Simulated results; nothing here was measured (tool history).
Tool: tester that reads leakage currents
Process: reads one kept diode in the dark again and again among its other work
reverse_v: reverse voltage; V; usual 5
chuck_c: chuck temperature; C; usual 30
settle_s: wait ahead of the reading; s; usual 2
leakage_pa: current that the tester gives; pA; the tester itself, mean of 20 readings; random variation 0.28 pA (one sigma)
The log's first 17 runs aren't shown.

Run 18, hour 1751.9: usual settings but chuck_c 26 C. Result: leakage_pa 65.45 pA.
Run 19, hour 1867.4: usual settings but settle_s 0.5 s. Result: leakage_pa 88.65 pA.
Run 20, hour 2003.7: usual settings but settle_s 0.5 s. Result: leakage_pa 87.91 pA.
Run 21, hour 2136.8: usual settings but reverse_v 14.36 V, settle_s 0.5 s. Result: leakage_pa 158.41 pA.
Run 22, hour 2256.2: usual settings but reverse_v 2.07 V, settle_s 0.5 s. Result: leakage_pa 53.4 pA.
Run 23, hour 2399.8: usual settings but reverse_v 2.07 V, settle_s 0.5 s. Result: leakage_pa 52.95 pA.
Run 24, hour 2487.8: usual settings but chuck_c 52 C. Result: leakage_pa 405.25 pA.
Run 25, hour 2595.2: usual settings but chuck_c 45 C. Result: leakage_pa 250.84 pA.
Run 26, hour 2672.4: usual settings but chuck_c 45 C. Result: leakage_pa 248.88 pA.
At hour 2780.3: probe card cleaned and baked.
Run 27, hour 2822.9: usual settings but chuck_c 45 C. Result: leakage_pa 243.67 pA.
Run 28, hour 2921.7: usual settings but chuck_c 48 C, settle_s 1.38 s. Result: leakage_pa 297.77 pA.
Run 29, hour 3047.3: usual settings but reverse_v 6.17 V, settle_s 5.17 s. Result: leakage_pa 88.95 pA.
At hour 3167.6: tester calibrated.
Run 30, hour 3170.4: usual settings but reverse_v 7.53 V. Result: leakage_pa 96.6 pA.
At hour 3206.8: chuck's temperature calibrated.
Run 31, hour 3286.7: usual settings but reverse_v 7.53 V. Result: leakage_pa 114.4 pA.
Run 32, hour 3398.2: usual settings but reverse_v 2.04 V, chuck_c 44 C, settle_s 2.36 s. Result: leakage_pa 153.26 pA.
Run 33, hour 3528.3: usual settings but reverse_v 2.04 V, chuck_c 44 C, settle_s 2.36 s. Result: leakage_pa 152.85 pA.
Run 34, hour 3655.4: usual settings but reverse_v 2.04 V, chuck_c 34 C, settle_s 2.36 s. Result: leakage_pa 73.56 pA.
Run 35, hour 3752: usual settings but reverse_v 5.75 V, chuck_c 48 C, settle_s 7.7 s. Result: leakage_pa 348.96 pA.
Run 36, hour 3883.9: usual settings but reverse_v 5.75 V, settle_s 7.7 s. Result: leakage_pa 95.79 pA.
Run 37, hour 4021.1: usual settings but settle_s 0.67 s. Result: leakage_pa 87.88 pA.
Run 38, hour 4101: usual settings but reverse_v 4.92 V, chuck_c 21 C, settle_s 1.35 s. Result: leakage_pa 43.83 pA.
Run 39, hour 4189: usual settings but reverse_v 4.92 V, chuck_c 21 C, settle_s 1.35 s. Result: leakage_pa 44.19 pA.
Run 40, hour 4269.6: usual settings but chuck_c 28 C, settle_s 0.82 s. Result: leakage_pa 74.68 pA.
Run 41, hour 4338.6: usual settings but chuck_c 28 C, settle_s 0.82 s. Result: leakage_pa 74.44 pA.

Forecast each of these 3 alternatives for the next run:
Run A, hour 4453.3: usual settings but reverse_v 18.16 V, chuck_c 28 C, settle_s 6.82 s. Result: leakage_pa ?.
Run B, hour 4453.3: usual settings but reverse_v 2.84 V, chuck_c 48 C, settle_s 3.78 s. Result: leakage_pa ?.
Run C, hour 4453.3: usual settings but settle_s 0.82 s. Result: leakage_pa ?.

run  leakage_pa
  A      154.84
  B      227.51
  C       86.01
Without the tool's hidden state the same runs would have given:
run  leakage_pa
  A      156.68
  B      246.45
  C       91.01
